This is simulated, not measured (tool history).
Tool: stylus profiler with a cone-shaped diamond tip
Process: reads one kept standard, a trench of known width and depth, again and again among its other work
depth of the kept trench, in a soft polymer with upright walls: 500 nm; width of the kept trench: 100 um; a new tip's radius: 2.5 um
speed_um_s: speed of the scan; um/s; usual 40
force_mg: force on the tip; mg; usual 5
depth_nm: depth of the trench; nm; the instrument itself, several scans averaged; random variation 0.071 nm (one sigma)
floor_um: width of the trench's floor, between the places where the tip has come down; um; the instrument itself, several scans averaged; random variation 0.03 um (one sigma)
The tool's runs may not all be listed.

| run | hour | speed_um_s | force_mg | depth_nm | floor_um |
|---|---|---|---|---|---|
| 1 | 0 | 40 | 5 | 504.71 | 96.86 |
| 2 | 23.6 | 71 | 5 | 504.77 | 96.8 |
| 3 | 38.2 | 71 | 5 | 504.74 | 96.74 |
| 4 | 52.7 | 76 | 5 | 504.66 | 96.73 |
| 5 | 69.3 | 76 | 5 | 504.71 | 96.73 |
| 6 | 90.6 | 40 | 8.13 | 506.4 | 96.87 |
| 7 | 112.8 | 102 | 5 | 504.71 | 96.65 |
| 8 | 123.3 | 102 | 5 | 504.75 | 96.67 |
| 9 | 140.7 | 102 | 5 | 504.71 | 96.65 |
| 10 | 157.3 | 40 | 10.93 | 507.87 | 96.91 |
| 11 | 174.4 | 11 | 10.93 | 507.83 | 96.96 |
| 12 | 194.1 | 100 | 2.15 | 502.62 | 96.48 |
| 13 | 207 | 100 | 2.15 | 502.67 | 96.49 |
| 14 | 224.5 | 39 | 3.52 | 503.78 | 96.8 |
| 15 | 239 | 15 | 14.9 | 509.72 | 96.99 |
| 16 | 256.7 | 46 | 1.76 | 502.27 | 96.75 |
| 17 | 269.5 | 46 | 1.76 | 502.38 | 96.75 |
| 18 | 292.4 | 46 | 1.76 | 502.29 | 96.77 |
| 19 | 307.2 | 123 | 11.84 | 508.36 | 96.71 |

3 ways to go on from here, each from the tool as it stands after run 19. What would each give?
| A | 322.8 | 37 | 5.56 | ? | ? |
| B | 322.8 | 10 | 10.07 | ? | ? |
| C | 322.8 | 33 | 3.52 | ? | ? |

| run | depth_nm | floor_um |
|---|---|---|
| A | 505.02 | 96.9 |
| B | 507.61 | 97.03 |
| C | 503.78 | 96.89 |
Without the tool's hidden state the same runs would have given:
| run | depth_nm | floor_um |
|---|---|---|
| A | 505.02 | 96.9 |
| B | 507.6 | 97.04 |
| C | 503.77 | 96.9 |
